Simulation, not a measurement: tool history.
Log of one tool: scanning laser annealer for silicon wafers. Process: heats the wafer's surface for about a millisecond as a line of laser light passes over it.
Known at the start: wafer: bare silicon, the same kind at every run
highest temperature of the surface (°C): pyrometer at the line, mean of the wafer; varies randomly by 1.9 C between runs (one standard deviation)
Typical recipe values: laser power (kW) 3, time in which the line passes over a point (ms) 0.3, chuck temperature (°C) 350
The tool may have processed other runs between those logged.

run     day  laser power (kW)  time in which the line passes over a point (ms)  chuck temperature (°C)  highest temperature of the surface (°C)
  1       0                 3                                              0.3                     350                                     1173
  2   1.521                 3                                              0.3                     350                                     1165
  3   3.696                 3                                              0.3                     350                                     1163
  4   6.912                 3                                            0.305                     350                                     1162
  5   8.879                 3                                            0.305                     350                                     1163
  6  11.542                 3                                            0.305                     350                                     1153
  7    14.2                 3                                            0.305                     350                                     1153
  8  16.058                 3                                            0.305                     350                                     1150
  9  17.754                 3                                            0.305                     350                                     1145
 10  20.554                 3                                            0.305                     350                                     1142
 11  22.917                 3                                            0.305                     350                                     1135
 12  24.625                 3                                            0.305                     350                                     1137
 13  27.196                 3                                              0.3                     350                                     1105
 14  28.683                 3                                              0.3                     386                                     1141
 15   31.05                 3                                              0.3                     386                                     1135
 16  32.933                 3                                              0.3                     386                                     1131
 17  36.104                 3                                              0.3                     386                                     1123
 18  38.308                 3                                              0.3                     386                                     1193
 19  40.929                 3                                              0.3                     374                                     1176
 20  43.262                 3                                              0.3                     350                                     1153
 21  45.533             2.633                                            0.305                     350                                     1059
 22  47.171                 3                                             0.23                     350                                     1062
 23  50.204             3.203                                            0.306                     350                                     1223
 24  51.621             3.021                                            0.233                     371                                     1087
 25  53.992             3.021                                            0.233                     371                                     1081
 26  57.038             3.021                                            0.233                     371                                     1079
 27  59.433             3.002                                            0.366                     345                                     1219
 28  60.825             3.002                                            0.366                     345                                     1217
 29  63.938             3.002                                            0.366                     345                                     1209
 30  66.012             3.002                                            0.366                     345                                     1203
 31  67.362             3.002                                            0.366                     345                                     1201
 32  70.496             2.843                                            0.263                     350                                     1031
 33  72.596             2.986                                              0.3                     359                                     1124
 34  74.433             2.986                                              0.3                     359                                     1124
 35  77.171             2.986                                              0.3                     363                                     1169
 36  78.912             3.121                                            0.275                     341                                     1152
 37  80.833             3.125                                            0.238                     336                                     1086
 38  82.738             2.997                                              0.3                     350                                     1150
 39  84.292             3.137                                              0.3                     341                                     1179
 40  85.662             3.137                                              0.3                     341                                     1180

Withheld: 4 entries from between the runs. Position of each, and hidden state at the listed run before versus the listed run after:
After run 12, before run 13: window over the wafer cleaned (day 24.979)
  light that passes the window, % of a clean one's: 95.9 -> 93.27; laser's true power over the reading, %: -1.1 -> -1.11; width of the line over the set one, %: 2.24 -> 2.38
  measured value less the no-hidden-state value, highest temperature of the surface (°C): -59 -> -83
After run 17, before run 18: window over the wafer cleaned, once more (day 38.088)
  light that passes the window, % of a clean one's: 91.96 -> 99.69; laser's true power over the reading, %: -1.17 -> -1.18; width of the line over the set one, %: 2.91 -> 3.05
  measured value less the no-hidden-state value, highest temperature of the surface (°C): -97 -> -29
After run 20, before run 21: optics aligned, line set to its width (day 45.533)
  light that passes the window, % of a clean one's: 99.02 -> 98.71; laser's true power over the reading, %: -1.2 -> -1.22; width of the line over the set one, %: 3.36 -> 0.14
  measured value less the no-hidden-state value, highest temperature of the surface (°C): -37 -> -21
After run 34, before run 35: window over the wafer cleaned (day 75.671)
  light that passes the window, % of a clean one's: 94.56 -> 99.63; laser's true power over the reading, %: -1.38 -> -1.39; width of the line over the set one, %: 1.87 -> 2.04
  measured value less the no-hidden-state value, highest temperature of the surface (°C): -70 -> -26
